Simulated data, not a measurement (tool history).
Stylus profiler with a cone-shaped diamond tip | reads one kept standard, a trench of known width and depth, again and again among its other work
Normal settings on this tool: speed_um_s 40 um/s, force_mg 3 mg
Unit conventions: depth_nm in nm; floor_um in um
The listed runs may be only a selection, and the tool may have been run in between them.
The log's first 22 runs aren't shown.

run    hour  speed_um_s  force_mg  depth_nm  floor_um
 23  1093.6          40      5.86    1029.8     14.84
 24  1141.8          23         3   1019.65     14.83
 25  1178.1          12      1.32   1012.02     14.78
 26  1240.3          11         3   1019.81     14.79
       1263  -- height scale calibrated on a step standard
 27  1282.6          11         3   1017.67     14.82
 28  1330.7          11      1.36   1010.25     14.76
 29  1361.7          11      1.36   1010.23      14.7
 30  1432.8          10      2.48   1015.64     14.68
 31  1470.3          10      2.48   1015.84     14.73

Forecast run 32:
 32  1517          40      1.27         ?         ?

{"run 32": {"depth_nm": 1010.08, "floor_um": 14.52}}
Minus the tool's unlogged condition, the same run would have read depth_nm 1010.19 nm, floor_um 15.83 um.
